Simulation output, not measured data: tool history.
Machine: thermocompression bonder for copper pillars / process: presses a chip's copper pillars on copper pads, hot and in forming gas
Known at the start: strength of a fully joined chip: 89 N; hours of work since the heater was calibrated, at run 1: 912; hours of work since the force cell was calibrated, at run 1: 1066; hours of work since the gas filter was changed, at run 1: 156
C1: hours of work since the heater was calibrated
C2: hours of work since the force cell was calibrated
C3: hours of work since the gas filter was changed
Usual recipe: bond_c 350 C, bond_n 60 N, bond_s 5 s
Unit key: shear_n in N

Run 1, hour 0.0: usual settings; C1 912; C2 1066; C3 156. Result: shear_n 32.4 N.
Run 2, hour 36.6: usual settings; C1 939; C2 1094; C3 184. Result: shear_n 32.9 N.
Run 3, hour 70.1: usual settings but bond_c 326 C; C1 964; C2 1119; C3 209. Result: shear_n 24.4 N.
Run 4, hour 105.5: usual settings; C1 991; C2 1145; C3 236. Result: shear_n 31.0 N.
Run 5, hour 131.3: usual settings; C1 1010; C2 1165; C3 255. Result: shear_n 31.9 N.
At hour 145.3: forming gas filter changed.
Run 6, hour 151.6: usual settings but bond_c 329 C; C1 1025; C2 1180; C3 5. Result: shear_n 27.5 N.
Run 7, hour 173.1: usual settings but bond_c 329 C; C1 1041; C2 1196; C3 21. Result: shear_n 26.6 N.
Run 8, hour 211.8: usual settings but bond_c 329 C; C1 1071; C2 1225; C3 50. Result: shear_n 26.0 N.
Run 9, hour 230.1: usual settings but bond_c 329 C; C1 1084; C2 1239; C3 64. Result: shear_n 26.5 N.
Run 10, hour 267.9: usual settings but bond_c 329 C, bond_n 56 N; C1 1113; C2 1267; C3 92. Result: shear_n 24.5 N.
Run 11, hour 290.8: usual settings but bond_c 329 C, bond_n 56 N; C1 1130; C2 1284; C3 109. Result: shear_n 25.2 N.
Run 12, hour 314.3: usual settings; C1 1148; C2 1302; C3 127. Result: shear_n 32.4 N.
At hour 319.0: force cell calibrated.
Run 13, hour 353.0: usual settings but bond_s 6 s; C1 1176; C2 26; C3 155. Result: shear_n 33.9 N.
Run 14, hour 370.6: usual settings but bond_s 6 s; C1 1189; C2 39; C3 168. Result: shear_n 33.4 N.
Run 15, hour 388.3: usual settings but bond_c 370 C, bond_n 83 N, bond_s 12 s; C1 1202; C2 52; C3 182. Result: shear_n 59.8 N.
Run 16, hour 407.4: usual settings but bond_c 370 C, bond_n 83 N, bond_s 12 s; C1 1217; C2 67; C3 196. Result: shear_n 59.4 N.
At hour 411.6: heater calibrated with a thermocouple chip.
Run 17, hour 429.2: usual settings but bond_c 370 C, bond_n 64 N, bond_s 8 s; C1 13; C2 81; C3 211. Result: shear_n 46.0 N.
Run 18, hour 452.5: usual settings but bond_c 353 C, bond_s 3 s; C1 31; C2 99; C3 228. Result: shear_n 25.9 N.
Run 19, hour 469.4: usual settings; C1 43; C2 112; C3 241. Result: shear_n 31.0 N.
Run 20, hour 493.5: usual settings but bond_c 367 C; C1 62; C2 130; C3 259. Result: shear_n 35.4 N.
At hour 505.2: heater calibrated with a thermocouple chip, once more.
At hour 505.7: forming gas filter changed.
Run 21, hour 517.5: usual settings but bond_c 338 C, bond_s 6 s; C1 9; C2 146; C3 9. Result: shear_n 33.4 N.
Run 22, hour 545.2: usual settings but bond_c 351 C, bond_n 87 N, bond_s 4 s; C1 30; C2 167; C3 30. Result: shear_n 41.3 N.
Run 23, hour 560.9: usual settings but bond_c 351 C, bond_n 87 N, bond_s 4 s; C1 42; C2 179; C3 42. Result: shear_n 40.3 N.
Run 24, hour 587.8: usual settings but bond_c 330 C, bond_n 37 N, bond_s 4 s; C1 62; C2 199; C3 62. Result: shear_n 17.2 N.
Run 25, hour 603.5: usual settings but bond_c 330 C, bond_n 37 N, bond_s 4 s; C1 74; C2 211; C3 74. Result: shear_n 17.3 N.

Below are 4 alternative next runs, each starting from the tool's condition after run 25. Predict each:
Run A, hour 639.1: usual settings but bond_c 379 C, bond_n 78 N, bond_s 3 s; C1 100; C2 238; C3 100. Result: shear_n ?.
Run B, hour 639.1: usual settings but bond_c 330 C, bond_n 47 N, bond_s 3 s; C1 100; C2 238; C3 100. Result: shear_n ?.
Run C, hour 639.1: usual settings but bond_c 330 C, bond_n 87 N, bond_s 6 s; C1 100; C2 238; C3 100. Result: shear_n ?.
Run D, hour 639.1: usual settings but bond_c 330 C, bond_n 80 N, bond_s 4 s; C1 100; C2 238; C3 100. Result: shear_n ?.

run  shear_n
  A     43.9
  B     18.3
  C     37.8
  D     30.9
Take away the tool's hidden state, keep each run's random variation, and the runs would have read:
run  shear_n
  A     45.3
  B     18.9
  C     39.0
  D     31.8
